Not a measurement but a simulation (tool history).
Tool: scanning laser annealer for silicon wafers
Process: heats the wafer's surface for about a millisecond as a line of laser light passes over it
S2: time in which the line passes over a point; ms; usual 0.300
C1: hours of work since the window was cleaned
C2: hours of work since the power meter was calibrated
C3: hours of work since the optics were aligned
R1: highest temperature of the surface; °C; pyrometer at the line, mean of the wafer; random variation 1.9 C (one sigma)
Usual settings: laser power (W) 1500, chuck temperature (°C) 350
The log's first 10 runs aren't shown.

run 11 hour=92.5 | laser_power_(W)=1304 S2=0.300 chuck_temperature_(°C)=350 | C1=227 C2=199 C3=1140 | R1=1027
run 12 hour=105.6 | laser_power_(W)=1304 S2=0.300 chuck_temperature_(°C)=350 | C1=237 C2=209 C3=1150 | R1=1025
run 13 hour=119.6 | laser_power_(W)=1500 S2=0.213 chuck_temperature_(°C)=350 | C1=247 C2=219 C3=1160 | R1=999
run 14 hour=131.0 | laser_power_(W)=1500 S2=0.300 chuck_temperature_(°C)=350 | C1=256 C2=228 C3=1169 | R1=1131
run 15 hour=140.9 | laser_power_(W)=1500 S2=0.300 chuck_temperature_(°C)=350 | C1=263 C2=235 C3=1176 | R1=1126
run 16 hour=152.6 | laser_power_(W)=1500 S2=0.300 chuck_temperature_(°C)=350 | C1=272 C2=244 C3=1185 | R1=1130
run 17 hour=160.2 | laser_power_(W)=1500 S2=0.300 chuck_temperature_(°C)=350 | C1=278 C2=249 C3=1191 | R1=1123
run 18 hour=167.5 | laser_power_(W)=1500 S2=0.307 chuck_temperature_(°C)=350 | C1=283 C2=255 C3=1196 | R1=1140
run 19 hour=174.0 | laser_power_(W)=1500 S2=0.307 chuck_temperature_(°C)=365 | C1=288 C2=260 C3=1201 | R1=1148
run 20 hour=180.0 | laser_power_(W)=1500 S2=0.300 chuck_temperature_(°C)=350 | C1=293 C2=264 C3=1205 | R1=1123
run 21 hour=192.8 | laser_power_(W)=1500 S2=0.300 chuck_temperature_(°C)=350 | C1=302 C2=274 C3=1215 | R1=1127
run 22 hour=201.4 | laser_power_(W)=1636 S2=0.221 chuck_temperature_(°C)=323 | C1=309 C2=280 C3=1222 | R1=1048
run 23 hour=211.9 | laser_power_(W)=1636 S2=0.221 chuck_temperature_(°C)=323 | C1=317 C2=288 C3=1229 | R1=1043

The next listed run, before its measurement:
run 24 hour=222.2 | laser_power_(W)=1636 S2=0.221 chuck_temperature_(°C)=323 | C1=324 C2=296 C3=1237 | R1=?

R1: 1045 °C
Without the tool's hidden state the same run would have given R1 1076 °C.
